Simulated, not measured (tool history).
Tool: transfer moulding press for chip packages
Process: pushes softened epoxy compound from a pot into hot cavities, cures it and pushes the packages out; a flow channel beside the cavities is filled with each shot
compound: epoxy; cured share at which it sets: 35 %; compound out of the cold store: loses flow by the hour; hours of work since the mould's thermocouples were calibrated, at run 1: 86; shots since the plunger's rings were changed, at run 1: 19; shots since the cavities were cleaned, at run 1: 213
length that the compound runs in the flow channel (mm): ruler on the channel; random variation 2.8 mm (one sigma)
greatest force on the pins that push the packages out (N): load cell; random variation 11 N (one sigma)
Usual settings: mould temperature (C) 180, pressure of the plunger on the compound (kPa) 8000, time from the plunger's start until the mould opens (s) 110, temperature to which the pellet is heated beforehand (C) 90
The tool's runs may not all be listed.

run	hour	mould temperature (C)	pressure of the plunger on the compound (kPa)	time from the plunger's start until the mould opens (s)	temperature to which the pellet is heated beforehand (C)	hours of work since the mould's thermocouples were calibrated	shots since the plunger's rings were changed	shots since the cavities were cleaned	incoming compound's hours out of the cold store	length that the compound runs in the flow channel (mm)	greatest force on the pins that push the packages out (N)
1	0	180	8000	110	90	86	19	213	26.8	877	657
2	6.8	186	8000	110	90	91	101	295	43.9	822	609
3	11.7	186	8000	110	90	95	160	354	8.7	891	613
4	18	186	8000	110	90	99	235	429	10.1	883	629
5	23.5	186	8000	110	80	103	302	496	37.8	828	671
6	30.1	186	8000	110	80	108	381	575	17.1	870	701
# hour 32.4: cavities cleaned with cleaning compound and waxed
7	36.2	180	8000	119	90	111	437	46	20.1	883	914
8	42.8	180	8000	119	90	116	516	125	30.9	864	897
9	47.8	180	8000	110	90	119	577	186	41.6	844	987
# hour 57: cavities cleaned with cleaning compound and waxed, once more
10	59.1	172	6190	121	94	126	694	25	26.7	799	713
11	64.5	172	6190	95	89	130	759	90	37.9	778	1273
12	70.7	172	6190	146	94	135	835	166	28.4	797	607
13	77.6	172	6190	146	94	140	917	248	15.1	821	676
14	86.1	180	7210	147	91	146	1020	351	39.6	805	588
15	96.5	180	7210	147	91	153	1145	476	40.1	803	630
16	107.4	177	8000	123	90	161	1275	606	15	911	817

Forecast run 17:
17	118.2	185	9160	123	93	168	1406	737	44.5	?	?

length that the compound runs in the flow channel (mm): 869
greatest force on the pins that push the packages out (N): 723
Without the tool's hidden state the same run would have given length that the compound runs in the flow channel (mm) 878, greatest force on the pins that push the packages out (N) 429.
